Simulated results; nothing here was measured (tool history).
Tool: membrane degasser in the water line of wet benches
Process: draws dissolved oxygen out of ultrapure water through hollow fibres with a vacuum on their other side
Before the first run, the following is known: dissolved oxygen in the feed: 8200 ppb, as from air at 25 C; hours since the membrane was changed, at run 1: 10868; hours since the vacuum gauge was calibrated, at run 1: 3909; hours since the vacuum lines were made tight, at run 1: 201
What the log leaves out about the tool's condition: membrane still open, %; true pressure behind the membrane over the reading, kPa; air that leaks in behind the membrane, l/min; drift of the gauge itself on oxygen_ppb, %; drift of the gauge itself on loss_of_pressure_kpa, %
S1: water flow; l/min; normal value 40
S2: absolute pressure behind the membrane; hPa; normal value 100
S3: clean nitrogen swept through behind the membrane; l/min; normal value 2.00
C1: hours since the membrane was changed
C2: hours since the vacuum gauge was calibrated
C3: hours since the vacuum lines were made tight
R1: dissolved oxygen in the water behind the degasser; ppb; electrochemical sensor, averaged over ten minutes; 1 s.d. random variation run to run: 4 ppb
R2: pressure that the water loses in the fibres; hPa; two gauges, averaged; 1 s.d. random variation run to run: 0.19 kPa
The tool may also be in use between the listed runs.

run      day  S1   S2    S3     C1    C2    C3      R1     R2
  1    0.000  40  100  2.00  10868  3909   201   395.2  361.8
  2   12.858  40  100  2.00  11176  4218   510   399.0  361.5
  3   19.504  40  100  2.00  11336  4377   669   396.5  362.0
  4   33.188  40  100  2.00  11664  4705   998   396.3  357.7
  5   46.350  40  100  2.00  11980  5021  1314   399.4  356.7
      55.279  -- vacuum gauge calibrated
  6   55.950  64  100  2.00  12210    16  1544   651.5  572.2
  7   64.204  40  100  2.00  12408   214  1742   394.4  360.1
  8   70.688  40  100  2.00  12564   370  1897   397.7  358.4
  9   83.042  63  100  2.00  12860   666  2194   651.0  561.0
 10   94.408  40  100  2.00  13133   939  2467   402.2  354.8
 11  102.875  40  100  2.00  13336  1142  2670   401.4  359.0
 12  112.454  40  169  2.00  13566  1372  2900   675.8  357.2
 13  125.429  37  100  2.00  13878  1684  3211   365.1  324.5
 14  136.850  37  100  2.00  14152  1958  3485   363.3  325.8
     142.754  -- gauge calibrated
 15  142.754  37  100  2.00  14293  2099  3627   359.1  339.0
 16  151.054  37  100  2.00  14492  2299  3826   362.5  340.6
 17  158.050  40  100  2.00  14660  2466  3994   393.2  363.7
 18  168.425  40  105  2.00  14909  2715  4243   419.3  361.7
     173.954  -- membrane cartridge changed
 19  178.488  40   79  2.00    109  2953  4480   308.0  359.1
 20  189.638  40   79  2.00    376  3221  4748   309.2  358.8
 21  202.096  53  107  0.94    675  3520  5047   873.6  481.7
 22  209.429  31   67  0.85    851  3696  5223   325.4  276.4
 23  216.112  56  122  4.92   1012  3856  5383   421.0  500.7
 24  223.950  56  122  4.92   1200  4044  5571   425.0  496.6
 25  236.754  40  107  2.98   1507  4351  5879   334.0  359.5
 26  246.550  25  147  2.00   1742  4587  6114   359.8  223.1
 27  254.871  41  186  1.00   1942  4786  6314  1210.4  365.8
 28  264.183  41  186  1.00   2165  5010  6537  1186.9  362.3
     273.892  -- vacuum gauge calibrated
 29  275.400  40  230  3.15   2434    36  6806   639.9  355.9
 30  282.838  40  230  3.15   2613   215  6984   646.6  353.8
 31  290.658  40  230  3.15   2800   402  7172   648.0  353.7
 32  302.167  32  100  1.72   3077   679  7448   342.7  282.2
 33  314.038  41  183  3.35   3361   963  7733   513.1  358.9

Predict each of these 3 candidate next runs independently; none follows another, all start after run 33:
  A  321.200  41  183  2.06  3533  1135  7905   ?   ?
  B  321.200  50   61  1.77  3533  1135  7905   ?   ?
  C  321.200  40  111  1.13  3533  1135  7905   ?   ?

run     R1     R2
  A  706.7  360.7
  B  326.3  438.2
  C  635.7  346.3
Without the tool's unlogged condition, the same runs would have read:
run     R1     R2
  A  706.4  373.2
  B  326.0  453.5
  C  635.4  358.4

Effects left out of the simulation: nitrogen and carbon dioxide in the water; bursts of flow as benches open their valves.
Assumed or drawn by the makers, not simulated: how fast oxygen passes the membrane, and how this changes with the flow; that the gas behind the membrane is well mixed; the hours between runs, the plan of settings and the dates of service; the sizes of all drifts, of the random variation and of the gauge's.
